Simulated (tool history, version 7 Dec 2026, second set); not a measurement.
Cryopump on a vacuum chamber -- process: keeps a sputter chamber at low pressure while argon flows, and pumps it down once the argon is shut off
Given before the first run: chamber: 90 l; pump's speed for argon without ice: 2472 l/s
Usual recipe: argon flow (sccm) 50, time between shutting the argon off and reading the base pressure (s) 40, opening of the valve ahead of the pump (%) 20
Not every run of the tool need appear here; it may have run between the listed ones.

run,hour,argon flow (sccm),time between shutting the argon off and reading the base pressure (s),opening of the valve ahead of the pump (%),pressure while argon flows (Pa),pressure after the wait (uPa)
1,0,50,40,20,0.1727,1.57
2,22.5,50,40,20,0.1729,1.57
3,44.3,50,40,20,0.1714,1.58
4,59.2,50,40,20,0.1732,1.6
5,89.8,50,40,20,0.1729,1.62
6,104,50,40,20,0.1736,1.56
7,117.3,50,40,20,0.1733,1.57
8,144.8,50,40,20,0.1726,1.55
9,167.8,26,40,20,0.09,1.64
10,193.2,50,40,25,0.1396,1.63
11,215.8,50,40,25,0.1396,1.67
12,232.2,50,40,25,0.1385,1.62
13,253.5,50,40,25,0.1403,1.61
14,270.1,50,40,25,0.1393,1.62
15,294.9,50,40,25,0.14,1.65
16,323.1,29,27,17,0.1182,2.22
17,353.3,29,297,40,0.0512,0.65
18,374.8,21,69,18,0.0816,1.15
19,398,21,69,18,0.081,1.16
20,423.2,26,59,31,0.0593,1.26
21,452.7,75,59,29,0.1834,1.32
22,475.3,75,59,29,0.1838,1.29
23,497.3,75,59,29,0.1832,1.31
24,523.6,75,59,29,0.1847,1.33
25,538.9,75,59,29,0.1845,1.3
26,563.5,39,40,16,0.1707,1.63
27,591.2,50,166,50,0.0741,0.85
28,611.2,35,202,50,0.0519,0.74
29,625.1,35,202,50,0.0518,0.76
30,652.5,35,202,50,0.0514,0.77

Consider 4 possible next runs. They are alternatives, not a sequence: every one starts from the tool as it was left by run 30. What does each give?
A,667.3,22,40,20,?,?
B,667.3,77,68,19,?,?
C,667.3,50,273,49,?,?
D,667.3,77,202,50,?,?

run,pressure while argon flows (Pa),pressure after the wait (uPa)
A,0.077,1.77
B,0.2846,1.24
C,0.0763,0.71
D,0.1133,0.79
With the hidden condition removed and each run's random variation left untouched, the same runs would have given:
run,pressure while argon flows (Pa),pressure after the wait (uPa)
A,0.0746,1.33
B,0.2761,0.81
C,0.0707,0.28
D,0.1048,0.36

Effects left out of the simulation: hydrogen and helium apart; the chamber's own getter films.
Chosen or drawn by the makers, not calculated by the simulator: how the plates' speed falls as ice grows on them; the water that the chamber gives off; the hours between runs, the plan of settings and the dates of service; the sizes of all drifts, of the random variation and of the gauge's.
